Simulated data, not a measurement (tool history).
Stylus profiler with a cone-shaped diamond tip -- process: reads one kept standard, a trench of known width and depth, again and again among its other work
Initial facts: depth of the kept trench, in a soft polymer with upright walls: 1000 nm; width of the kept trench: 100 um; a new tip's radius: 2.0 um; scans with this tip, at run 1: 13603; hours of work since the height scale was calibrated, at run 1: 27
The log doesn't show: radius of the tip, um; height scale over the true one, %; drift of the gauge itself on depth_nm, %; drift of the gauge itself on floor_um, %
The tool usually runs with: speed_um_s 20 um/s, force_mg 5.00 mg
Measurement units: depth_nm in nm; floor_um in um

run	hour	speed_um_s	force_mg	scans with this tip	hours of work since the height scale was calibrated	depth_nm	floor_um
1	0.0	20	5.00	13603	27	1019.30	95.59
2	28.3	20	5.00	13818	48	1019.48	95.71
3	52.4	20	5.00	14001	66	1019.45	95.59
4	80.4	20	5.00	14213	86	1019.18	95.60
5	128.0	20	5.00	14574	121	1019.20	95.56
6	178.6	20	5.00	14958	159	1019.18	95.52
7	229.2	20	5.00	15342	196	1019.14	95.53
8	252.0	20	5.00	15515	213	1019.09	95.48
9	278.2	20	2.59	15713	232	1012.12	95.46
# hour 281.5: height scale calibrated on a step standard
10	322.6	20	4.62	16047	30	1018.21	95.48
11	371.1	20	2.15	16414	66	1010.89	95.45
12	395.0	20	2.15	16595	84	1010.71	95.39
13	441.5	22	5.00	16948	118	1018.87	95.41
14	474.0	22	5.00	17194	142	1018.85	95.44
15	496.0	20	5.00	17361	158	1018.80	95.42
16	536.7	20	5.00	17670	188	1019.08	95.41
17	566.4	51	8.71	17896	210	1027.48	95.29
# hour 579.0: height scale calibrated on a step standard, once more
18	606.8	38	2.38	18198	21	1011.42	95.28
19	636.7	36	11.67	18424	43	1033.35	95.39
20	685.3	36	11.67	18793	78	1033.35	95.35
21	722.8	32	2.64	19078	106	1012.41	95.24
22	744.7	23	7.15	19244	122	1023.91	95.30
23	789.2	23	7.15	19581	155	1023.72	95.36
24	839.5	23	7.15	19963	192	1023.99	95.32
25	873.1	23	7.15	20217	217	1023.74	95.28
26	901.7	78	1.67	20435	238	1008.73	94.82
27	945.8	17	3.27	20769	271	1013.91	95.22
28	975.8	40	4.28	20996	293	1016.88	95.12
29	1020.3	5	1.67	21334	325	1008.69	95.22
30	1057.3	15	7.63	21615	353	1024.69	95.22
31	1108.6	54	4.65	22004	391	1017.66	95.08
32	1133.9	43	8.32	22195	409	1026.08	95.16

Consider 5 possible next runs. They are alternatives, not a sequence: every one starts from the tool as it was left by run 32. What does each give?
A	1170.3	20	7.64	22472	436	?	?
B	1170.3	19	5.00	22472	436	?	?
C	1170.3	40	8.32	22472	436	?	?
D	1170.3	51	2.03	22472	436	?	?
E	1170.3	28	8.32	22472	436	?	?

run	depth_nm	floor_um
A	1024.54	95.23
B	1018.46	95.14
C	1026.10	95.15
D	1009.74	94.98
E	1026.23	95.20
Take away the tool's hidden state, keep each run's random variation, and the runs would have read:
run	depth_nm	floor_um
A	1025.18	96.50
B	1019.10	96.42
C	1026.74	96.43
D	1010.37	96.25
E	1026.87	96.48

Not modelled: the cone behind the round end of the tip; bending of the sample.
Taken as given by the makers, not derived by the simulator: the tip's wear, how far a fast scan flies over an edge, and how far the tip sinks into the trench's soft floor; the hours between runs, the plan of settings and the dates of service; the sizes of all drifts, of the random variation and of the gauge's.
